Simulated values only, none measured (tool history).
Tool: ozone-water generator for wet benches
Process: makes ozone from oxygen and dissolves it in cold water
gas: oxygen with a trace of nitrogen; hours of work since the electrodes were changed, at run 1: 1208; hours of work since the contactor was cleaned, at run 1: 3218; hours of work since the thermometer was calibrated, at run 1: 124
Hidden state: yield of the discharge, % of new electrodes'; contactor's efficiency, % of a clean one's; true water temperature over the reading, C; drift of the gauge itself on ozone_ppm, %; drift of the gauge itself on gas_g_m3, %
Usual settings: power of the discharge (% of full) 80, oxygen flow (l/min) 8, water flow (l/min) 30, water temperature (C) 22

run    hour  power of the discharge (% of full)  oxygen flow (l/min)  water flow (l/min)  water temperature (C)  hours of work since the electrodes were changed  hours of work since the contactor was cleaned  hours of work since the thermometer was calibrated  dissolved ozone (ppm)  ozone in the gas ahead of the water (g/m3)
  1       0                                  80                    8                  30                     22                                             1208                                           3218                                                 124                   29.3                                       289.9
  2    43.1                                  80                    8                  42                     22                                             1236                                           3245                                                 152                   23.2                                       291.4
  3     127                                  80                    8                  42                     22                                             1290                                           3299                                                 205                   23.1                                       289.3
  4   196.6                                  80                    8                  42                     22                                             1334                                           3343                                                 250                   22.7                                       287.7
  5   276.4                                  80                    8                  42                     22                                             1385                                           3395                                                 301                   22.8                                       289.8
  6   316.5                                  80                    8                  30                     15                                             1411                                           3420                                                 327                   32.9                                       289.4
  7   375.6                                  80                    8                  30                     15                                             1449                                           3458                                                 364                   32.8                                       289.4
  8   417.3                                  80                    8                  30                     20                                             1476                                           3485                                                 391                   30.5                                       290.8
  9   483.8                                  80                    8                  30                     20                                             1518                                           3527                                                 434                   30.8                                       291.4
 10   566.4                                  71                    8                  30                     20                                             1571                                           3580                                                 487                   28.3                                       265.4
 11   649.8                                  80                    8                  38                     22                                             1624                                           3633                                                 540                   24.8                                       288.8
 12   698.8                                  80                    8                  35                     22                                             1656                                           3665                                                 571                   26.1                                         287
 13   764.3                                  80                    8                  35                     22                                             1698                                           3707                                                 613                   26.8                                       290.3
 14   834.4                                  80                 4.85                  30                     22                                             1742                                           3752                                                 658                     30                                       386.6
 15   880.5                                  80                 4.85                  30                     22                                             1772                                           3781                                                 688                   30.6                                         392
 16   939.4                                  80                 4.85                  30                     22                                             1810                                           3819                                                 725                   30.5                                       389.7
 17   999.1                                  80                 7.26                  41                     22                                             1848                                           3857                                                 763                   23.8                                       306.6
 18  1038.7                                  80                    8                  18                     17                                             1873                                           3882                                                 789                   44.8                                       289.5
 19  1083.8                                  49                    8                  18                     25                                             1902                                           3911                                                 818                   27.4                                       210.4
 20  1129.8                                  58                 6.11                  36                     20                                             1931                                           3941                                                 847                   21.5                                       275.4
 21  1206.1                                  58                 6.11                  36                     20                                             1980                                           3989                                                 896                   21.3                                       273.9

Forecast run 22:
 22  1289                                  58                 6.11                  36                     20                                             2033                                           4042                                                 949                      ?                                           ?

{"run 22": {"dissolved ozone (ppm)": 21.5, "ozone in the gas ahead of the water (g/m3)": 274}}
Without the tool's hidden state the same run would have given dissolved ozone (ppm) 21.5, ozone in the gas ahead of the water (g/m3) 274.1.

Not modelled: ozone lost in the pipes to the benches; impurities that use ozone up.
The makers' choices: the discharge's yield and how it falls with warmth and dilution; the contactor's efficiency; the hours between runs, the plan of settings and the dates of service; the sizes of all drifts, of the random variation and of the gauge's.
